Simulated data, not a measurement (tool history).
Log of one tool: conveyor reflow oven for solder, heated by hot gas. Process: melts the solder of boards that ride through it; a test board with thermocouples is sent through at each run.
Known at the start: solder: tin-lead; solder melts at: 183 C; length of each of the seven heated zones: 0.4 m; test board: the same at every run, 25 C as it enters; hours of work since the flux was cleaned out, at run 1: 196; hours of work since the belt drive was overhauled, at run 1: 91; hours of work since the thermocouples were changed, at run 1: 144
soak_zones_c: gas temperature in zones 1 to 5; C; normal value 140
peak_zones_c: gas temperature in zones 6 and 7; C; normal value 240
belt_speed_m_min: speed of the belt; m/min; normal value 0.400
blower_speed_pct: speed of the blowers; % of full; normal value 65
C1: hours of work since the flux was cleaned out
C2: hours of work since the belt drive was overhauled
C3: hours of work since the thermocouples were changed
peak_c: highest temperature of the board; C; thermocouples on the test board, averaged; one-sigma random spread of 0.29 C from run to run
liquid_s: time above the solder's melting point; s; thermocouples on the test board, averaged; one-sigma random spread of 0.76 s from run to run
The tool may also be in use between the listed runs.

run 1 hour=0.0 | soak_zones_c=140 peak_zones_c=240 belt_speed_m_min=0.400 blower_speed_pct=65 | C1=196 C2=91 C3=144 | peak_c=225.5 liquid_s=103.8
run 2 hour=25.0 | soak_zones_c=140 peak_zones_c=240 belt_speed_m_min=0.400 blower_speed_pct=65 | C1=212 C2=108 C3=160 | peak_c=226.4 liquid_s=101.4
run 3 hour=54.4 | soak_zones_c=140 peak_zones_c=240 belt_speed_m_min=0.400 blower_speed_pct=65 | C1=230 C2=126 C3=178 | peak_c=225.7 liquid_s=100.7
run 4 hour=83.5 | soak_zones_c=140 peak_zones_c=240 belt_speed_m_min=0.400 blower_speed_pct=65 | C1=249 C2=145 C3=197 | peak_c=226.1 liquid_s=100.7
run 5 hour=109.7 | soak_zones_c=140 peak_zones_c=240 belt_speed_m_min=0.400 blower_speed_pct=65 | C1=266 C2=162 C3=214 | peak_c=225.9 liquid_s=101.1
run 6 hour=126.6 | soak_zones_c=140 peak_zones_c=240 belt_speed_m_min=0.400 blower_speed_pct=65 | C1=277 C2=173 C3=225 | peak_c=225.8 liquid_s=102.0
run 7 hour=141.1 | soak_zones_c=140 peak_zones_c=240 belt_speed_m_min=0.400 blower_speed_pct=65 | C1=286 C2=182 C3=234 | peak_c=225.8 liquid_s=101.9
run 8 hour=156.7 | soak_zones_c=140 peak_zones_c=240 belt_speed_m_min=0.400 blower_speed_pct=65 | C1=296 C2=192 C3=244 | peak_c=226.4 liquid_s=101.4
-- hour=180.4 flux residue cleaned out of gas plates and filters
run 9 hour=181.8 | soak_zones_c=140 peak_zones_c=240 belt_speed_m_min=0.400 blower_speed_pct=65 | C1=1 C2=205 C3=257 | peak_c=225.8 liquid_s=100.6
run 10 hour=199.0 | soak_zones_c=140 peak_zones_c=240 belt_speed_m_min=0.400 blower_speed_pct=65 | C1=12 C2=216 C3=268 | peak_c=226.1 liquid_s=101.1
run 11 hour=223.6 | soak_zones_c=140 peak_zones_c=240 belt_speed_m_min=0.400 blower_speed_pct=65 | C1=28 C2=232 C3=284 | peak_c=227.2 liquid_s=102.7
run 12 hour=248.1 | soak_zones_c=140 peak_zones_c=231 belt_speed_m_min=0.407 blower_speed_pct=73 | C1=43 C2=248 C3=300 | peak_c=219.5 liquid_s=92.8
run 13 hour=271.3 | soak_zones_c=140 peak_zones_c=234 belt_speed_m_min=0.400 blower_speed_pct=65 | C1=58 C2=262 C3=315 | peak_c=220.4 liquid_s=96.0
run 14 hour=286.8 | soak_zones_c=140 peak_zones_c=234 belt_speed_m_min=0.400 blower_speed_pct=65 | C1=68 C2=272 C3=324 | peak_c=220.4 liquid_s=95.9
run 15 hour=307.9 | soak_zones_c=140 peak_zones_c=234 belt_speed_m_min=0.400 blower_speed_pct=65 | C1=82 C2=286 C3=338 | peak_c=220.7 liquid_s=97.4
run 16 hour=337.8 | soak_zones_c=129 peak_zones_c=240 belt_speed_m_min=0.427 blower_speed_pct=65 | C1=101 C2=305 C3=357 | peak_c=222.0 liquid_s=85.9
run 17 hour=367.5 | soak_zones_c=129 peak_zones_c=240 belt_speed_m_min=0.427 blower_speed_pct=65 | C1=120 C2=324 C3=376 | peak_c=222.6 liquid_s=85.1
run 18 hour=383.5 | soak_zones_c=134 peak_zones_c=249 belt_speed_m_min=0.431 blower_speed_pct=65 | C1=130 C2=335 C3=387 | peak_c=230.5 liquid_s=95.2
run 19 hour=405.0 | soak_zones_c=134 peak_zones_c=235 belt_speed_m_min=0.431 blower_speed_pct=71 | C1=144 C2=348 C3=400 | peak_c=220.2 liquid_s=83.6

How the hidden state differs across the entries between the runs, from the last listed run before each to the first after it:
Between runs 8 and 9: flux residue cleaned out of gas plates and filters (hour 180.4)
  heat that the gas passes to the board, % of a clean oven's: 99.8 -> 100
